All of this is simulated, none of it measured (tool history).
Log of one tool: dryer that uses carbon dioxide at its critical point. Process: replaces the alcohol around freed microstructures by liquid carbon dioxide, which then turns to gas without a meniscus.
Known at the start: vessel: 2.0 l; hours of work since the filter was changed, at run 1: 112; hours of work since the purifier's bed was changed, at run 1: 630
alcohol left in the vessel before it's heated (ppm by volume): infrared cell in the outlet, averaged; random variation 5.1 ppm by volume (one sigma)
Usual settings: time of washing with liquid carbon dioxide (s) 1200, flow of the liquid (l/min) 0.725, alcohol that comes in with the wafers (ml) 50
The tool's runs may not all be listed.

run	hour	time of washing with liquid carbon dioxide (s)	flow of the liquid (l/min)	alcohol that comes in with the wafers (ml)	hours of work since the filter was changed	hours of work since the purifier's bed was changed	alcohol left in the vessel before it's heated (ppm by volume)
1	0	1200	0.725	50	112	630	214
2	56.8	1200	0.556	50	138	656	442
3	87.6	1200	0.68	50	153	671	265
4	125	1200	0.75	50	170	688	223
5	173	1200	0.725	55	193	710	243
6	206.6	1200	0.725	50	208	726	244
7	264.6	1200	0.725	50	235	753	251
8	313.5	780	0.725	50	258	776	753
9	352	780	0.725	50	276	794	769
10	404	780	0.725	50	301	818	789
11	443.7	780	0.725	50	319	837	767
12	471	780	0.79	50	332	850	622
13	506.7	780	0.79	50	348	866	635
14	554.6	1200	0.725	50	371	889	299
15	599.6	1080	0.725	50	392	910	359
16	644.6	1080	0.725	50	413	931	367
17	683.5	1080	0.725	50	431	949	379
18	716	900	0.725	50	446	964	566
19	741.3	1200	0.725	50	458	976	320
20	795.9	1200	0.725	50	484	1001	326
21	854.4	1200	0.725	50	511	1029	338
22	897.3	1200	0.725	50	531	1049	353
23	938.9	1080	0.803	50	550	1068	353
# hour 951.9: inlet filter changed
24	993.3	1080	0.803	50	19	1093	317
25	1042.8	1080	0.803	50	42	1116	317
# hour 1054.8: purifier's bed changed
26	1084.3	1080	0.803	50	60	14	70
27	1126.5	1380	0.803	70	80	33	30
28	1177	1200	0.939	63	104	57	34
29	1232.6	1200	0.939	63	130	83	45
30	1268.3	1200	0.939	63	146	100	36
31	1309.7	1500	0.725	64	166	119	51
32	1349.8	1920	0.725	50	184	138	40
33	1394.1	840	0.725	50	205	158	450
34	1443.5	1140	0.725	118	228	181	271
35	1482.1	1620	0.571	50	246	200	114
36	1518.5	1020	1.059	35	263	216	63
37	1544.8	1200	0.924	50	275	229	76
38	1591.8	1920	0.725	50	297	251	69
39	1639.6	840	0.725	88	320	273	864
40	1691.3	1200	1.144	22	344	297	79
41	1744.7	1740	1.028	59	369	322	82
42	1791.9	1200	0.725	24	391	344	126
43	1848.8	1200	0.725	24	417	371	136
44	1876.9	840	0.522	50	430	384	1605

Forecast each of these 3 alternatives for the next run:
A	1905.5	1440	0.489	75	444	397	?
B	1905.5	1800	0.538	50	444	397	?
C	1905.5	1680	0.522	50	444	397	?

run	alcohol left in the vessel before it's heated (ppm by volume)
A	509
B	152
C	187
Without the tool's hidden state the same runs would have given:
run	alcohol left in the vessel before it's heated (ppm by volume)
A	299
B	37
C	61
